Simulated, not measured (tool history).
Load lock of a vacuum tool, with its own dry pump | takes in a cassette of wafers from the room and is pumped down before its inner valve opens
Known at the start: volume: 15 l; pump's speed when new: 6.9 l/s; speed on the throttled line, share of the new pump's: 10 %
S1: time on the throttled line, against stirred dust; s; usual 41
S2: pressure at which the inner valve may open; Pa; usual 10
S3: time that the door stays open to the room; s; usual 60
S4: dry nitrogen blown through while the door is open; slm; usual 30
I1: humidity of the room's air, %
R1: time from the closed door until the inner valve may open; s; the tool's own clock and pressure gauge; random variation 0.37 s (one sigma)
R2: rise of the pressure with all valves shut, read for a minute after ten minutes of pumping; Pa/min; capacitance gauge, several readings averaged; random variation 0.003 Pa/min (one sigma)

run 1 hour=0 | S1=41 S2=10 S3=60 S4=30 | I1=46.7 | R1=57.6 R2=0.042
run 2 hour=278.8 | S1=41 S2=10 S3=36 S4=30 | I1=47.7 | R1=57.5 R2=0.04
run 3 hour=553.7 | S1=41 S2=10 S3=36 S4=30 | I1=44.3 | R1=58.5 R2=0.043
run 4 hour=770.4 | S1=41 S2=10 S3=36 S4=30 | I1=44 | R1=57.5 R2=0.041
run 5 hour=986.1 | S1=41 S2=10 S3=36 S4=30 | I1=43.7 | R1=58.2 R2=0.049
run 6 hour=1171.3 | S1=41 S2=10 S3=36 S4=30 | I1=42.1 | R1=58.8 R2=0.056
run 7 hour=1394.1 | S1=41 S2=15 S3=36 S4=30 | I1=43.8 | R1=57.3 R2=0.055
run 8 hour=1609.1 | S1=32 S2=10 S3=60 S4=30 | I1=43.9 | R1=49.8 R2=0.067
run 9 hour=1760.9 | S1=32 S2=10 S3=60 S4=30 | I1=43 | R1=51.2 R2=0.068
run 10 hour=2019.8 | S1=32 S2=10 S3=60 S4=30 | I1=44.3 | R1=50.8 R2=0.087
run 11 hour=2187.8 | S1=41 S2=7 S3=60 S4=30 | I1=45.9 | R1=59.3 R2=0.092
run 12 hour=2467.3 | S1=41 S2=7 S3=100 S4=30 | I1=45 | R1=59 R2=0.102
run 13 hour=2651.8 | S1=41 S2=7 S3=100 S4=30 | I1=46.7 | R1=59.9 R2=0.112
run 14 hour=2882.7 | S1=41 S2=7 S3=100 S4=30 | I1=43.5 | R1=59.1 R2=0.118
run 15 hour=3015.4 | S1=38 S2=17 S3=100 S4=30 | I1=44.3 | R1=54.9 R2=0.115
run 16 hour=3296.7 | S1=32 S2=10 S3=101 S4=30 | I1=45.6 | R1=50.5 R2=0.128
run 17 hour=3443.1 | S1=32 S2=10 S3=101 S4=30 | I1=43 | R1=50.9 R2=0.133
run 18 hour=3728.8 | S1=74 S2=13 S3=135 S4=16 | I1=44.8 | R1=87.5 R2=0.164
run 19 hour=4006.3 | S1=74 S2=13 S3=135 S4=16 | I1=51 | R1=87.5 R2=0.18
run 20 hour=4200.8 | S1=41 S2=10 S3=40 S4=9 | I1=47.5 | R1=60.2 R2=0.162
run 21 hour=4490.3 | S1=28 S2=13 S3=40 S4=16 | I1=45.1 | R1=46.7 R2=0.163
run 22 hour=4686 | S1=25 S2=10 S3=133 S4=5 | I1=48.3 | R1=45.2 R2=0.218
run 23 hour=4946.5 | S1=22 S2=19 S3=133 S4=9 | I1=48 | R1=41.2 R2=0.226

Hidden state or all else? Some run-to-run changes of R1, split into what the settings, what came in and random variation would give without the hidden state, and what is left for the hidden state (with any gauge scatter that isn't in both results):
The hidden state here: pump's speed, % of a new pump's; leak at the door's seal, Pa l/s; drift of the gauge itself on ready_s, %; drift of the gauge itself on rise_pa_min, %.
Run 15 -> 16: S1 38 -> 32, S2 17 -> 10, S3 100 -> 101. R1 -4.4 s: hidden state +0.3, all else -4.7.
Run 17 -> 18: S1 32 -> 74, S2 10 -> 13, S3 101 -> 135, S4 30 -> 16. R1 +36.6 s: hidden state -0.3, all else +36.9.
Run 19 -> 20: S1 74 -> 41, S2 13 -> 10, S3 135 -> 40, S4 16 -> 9. R1 -27.3 s: hidden state +0.6, all else -27.9.
